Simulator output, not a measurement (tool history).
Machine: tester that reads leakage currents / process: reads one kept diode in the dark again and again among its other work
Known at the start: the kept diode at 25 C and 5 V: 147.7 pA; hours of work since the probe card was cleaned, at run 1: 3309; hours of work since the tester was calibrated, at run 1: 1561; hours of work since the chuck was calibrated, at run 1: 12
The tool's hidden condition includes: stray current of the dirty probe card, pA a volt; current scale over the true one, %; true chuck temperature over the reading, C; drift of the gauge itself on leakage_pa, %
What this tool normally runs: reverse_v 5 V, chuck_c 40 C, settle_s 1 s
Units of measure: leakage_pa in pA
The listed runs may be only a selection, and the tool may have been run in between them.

run,hour,reverse_v,chuck_c,settle_s,hours of work since the probe card was cleaned,hours of work since the tester was calibrated,hours of work since the chuck was calibrated,leakage_pa
1,0,5,40,1,3309,1561,12,543.64
2,61.4,5,40,1,3357,1610,60,540.79
3,108.7,5,40,1,3394,1647,98,541.06
4,156.6,5,40,1,3432,1685,135,542.4
5,187.1,5,40,1,3456,1709,160,543.38
6,220.3,5,40,1,3482,1735,186,541.49
7,248.9,5,40,1,3505,1757,208,539.95
8,291.9,5,40,1,3539,1791,242,541.25
# hour 299.1: probe card cleaned and baked
9,328.4,5,40,1,23,1818,269,541.59
10,390.4,5,40,1,72,1867,318,541
11,421.9,5,40,1,97,1892,342,541.33
12,464.8,5,22,1,131,1926,376,113.05
13,524.3,5,22,1,178,1972,423,112.84
14,585.3,5,40,1,226,2021,471,542.59
15,639.6,5,40,1,269,2063,514,543.11
16,684.6,5,40,1,304,2099,550,543.13
17,718.3,3.31,40,1,331,2126,576,474.62
18,757,5,40,1.27,361,2156,607,544.84
19,806.6,5,40,1,400,2195,646,541.08
20,857.1,5,40,1,440,2235,686,543.78
21,910.3,5,40,1,482,2277,728,542.12
22,935.5,5,40,1,502,2297,748,543.7
23,991.2,5,40,1,546,2341,792,541.63
24,1045.2,5,40,1,589,2384,834,542.37
25,1075,5,53,1,612,2407,858,1520.1
26,1116.6,2.11,40,2.65,645,2440,891,409.33
27,1174.6,5.46,23,0.43,691,2486,936,128.39
# hour 1181.9: chuck's temperature calibrated
28,1220.2,15.41,58,0.48,725,2520,30,3171.52
29,1246.4,9.01,58,1.15,746,2541,51,2679.83
30,1281.2,1.62,59,1,773,2568,78,1650.01
31,1341.1,1.62,53,0.39,821,2615,126,1054.86
32,1402.9,1.62,53,0.39,869,2664,174,1055.77
33,1459.8,1.62,53,0.39,914,2709,219,1053.44
34,1517.8,1.08,40,1,960,2755,265,332.59
35,1551.5,1.93,51,9.35,987,2781,292,953.35
36,1601.8,7.11,22,3.75,1026,2821,331,126.05
37,1642.5,12.9,26,0.38,1058,2853,363,225.65
38,1669.3,12.9,26,0.38,1080,2874,385,224.47
39,1708.3,12.9,26,1.95,1110,2905,415,219.99
40,1754.7,1.81,40,2.21,1147,2942,452,390.63

How the hidden state differs across the entries between the runs, from the last listed run before each to the first after it:
From run 8 to run 9: probe card cleaned and baked (hour 299.1)
  stray current of the dirty probe card, pA a volt: 0.037 -> 0.02
From run 27 to run 28: chuck's temperature calibrated (hour 1181.9)
  true chuck temperature over the reading, C: 0.02 -> 0
